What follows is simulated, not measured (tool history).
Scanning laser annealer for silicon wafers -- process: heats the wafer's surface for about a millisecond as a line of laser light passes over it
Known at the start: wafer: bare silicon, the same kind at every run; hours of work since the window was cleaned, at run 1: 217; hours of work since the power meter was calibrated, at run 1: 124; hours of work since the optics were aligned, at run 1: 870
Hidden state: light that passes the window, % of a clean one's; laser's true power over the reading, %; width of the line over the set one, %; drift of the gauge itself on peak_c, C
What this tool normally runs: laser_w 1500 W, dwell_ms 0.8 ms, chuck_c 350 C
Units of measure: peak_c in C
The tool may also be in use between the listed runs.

run,hour,laser_w,dwell_ms,chuck_c,hours of work since the window was cleaned,hours of work since the power meter was calibrated,hours of work since the optics were aligned,peak_c
1,0,1500,0.8,350,217,124,870,1077
2,20,1500,0.8,350,233,140,885,1078
3,37.5,1500,0.8,350,247,154,899,1078
4,55.5,1500,0.8,350,261,168,913,1075
5,68,1451,0.8,350,271,177,923,1057
6,77,1335,0.8,350,278,184,930,1002
7,98.9,1500,0.8,350,295,202,947,1077
8,119.4,1500,0.8,350,311,218,963,1075
9,128.4,1571,0.8,350,318,225,970,1108
# hour 132.1: window over the wafer cleaned
10,144.5,1349,0.658,350,10,236,981,943
11,158,1349,0.658,350,20,246,992,938
12,170.9,1500,0.632,359,30,256,1002,998
# hour 176.2: window over the wafer cleaned, once more
13,191.6,1416,0.747,343,12,271,1016,1018
14,208.3,1297,0.734,388,25,284,1030,1003
15,226.2,1354,0.718,367,39,298,1044,998
16,246.8,1560,0.826,350,55,314,1060,1123
17,256.1,1364,0.785,357,62,321,1067,1024

Below are 4 alternative next runs, each starting from the tool's condition after run 17. Predict each:
A,275.9,1500,0.8,367,78,337,1082,?
B,275.9,1364,0.785,362,78,337,1082,?
C,275.9,1500,0.663,384,78,337,1082,?
D,275.9,1424,0.6,381,78,337,1082,?

run,peak_c
A,1099
B,1028
C,1051
D,984
Without the tool's hidden state the same runs would have given:
run,peak_c
A,1110
B,1038
C,1061
D,993
